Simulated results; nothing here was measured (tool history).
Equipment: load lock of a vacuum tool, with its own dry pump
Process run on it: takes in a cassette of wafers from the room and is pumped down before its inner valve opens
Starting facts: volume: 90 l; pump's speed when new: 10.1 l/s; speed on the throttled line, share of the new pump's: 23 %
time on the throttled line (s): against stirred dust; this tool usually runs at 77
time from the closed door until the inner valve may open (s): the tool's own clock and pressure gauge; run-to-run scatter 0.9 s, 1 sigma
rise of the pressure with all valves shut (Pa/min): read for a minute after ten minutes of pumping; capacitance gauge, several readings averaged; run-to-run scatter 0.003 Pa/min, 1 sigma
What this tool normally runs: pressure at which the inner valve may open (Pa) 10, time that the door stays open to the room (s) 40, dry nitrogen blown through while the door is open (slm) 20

run,hour,time on the throttled line (s),pressure at which the inner valve may open (Pa),time that the door stays open to the room (s),dry nitrogen blown through while the door is open (slm),"incoming humidity of the room's air, %",time from the closed door until the inner valve may open (s),rise of the pressure with all valves shut (Pa/min)
1,0,77,10,40,20,43.8,146.6,0.034
2,103.1,77,10,40,20,41,146.2,0.033
3,223.6,77,10,40,20,46.7,146.6,0.038
4,349,77,10,40,20,46.6,145.5,0.038
5,448.6,77,10,40,20,46.4,148.6,0.043
6,525.3,77,10,74,6,43.8,145.9,0.059
7,644.3,77,10,74,6,47.5,145.8,0.068
8,760.5,77,8,40,7,46.1,149.1,0.05
9,884.6,77,8,40,7,46.3,149.2,0.056
10,981.5,71,7,63,5,46.4,144.9,0.07

Hidden state or all else? Some run-to-run changes of time from the closed door until the inner valve may open (s), split into what the settings, what came in and random variation would give without the hidden state, and what is left for the hidden state (with any gauge scatter that isn't in both results):
The hidden state here: pump's speed, % of a new pump's; leak at the door's seal, Pa l/s; drift of the gauge itself on ready_s, %; drift of the gauge itself on rise_pa_min, %.
Run 4 -> 5: nothing adjusted, nothing logged. time from the closed door until the inner valve may open (s) +3.1: hidden state +0.3, all else +2.8.
Run 9 -> 10: time on the throttled line (s) 77 -> 71, pressure at which the inner valve may open (Pa) 8 -> 7, time that the door stays open to the room (s) 40 -> 63, dry nitrogen blown through while the door is open (slm) 7 -> 5. time from the closed door until the inner valve may open (s) -4.3: hidden state +0.3, all else -4.6.
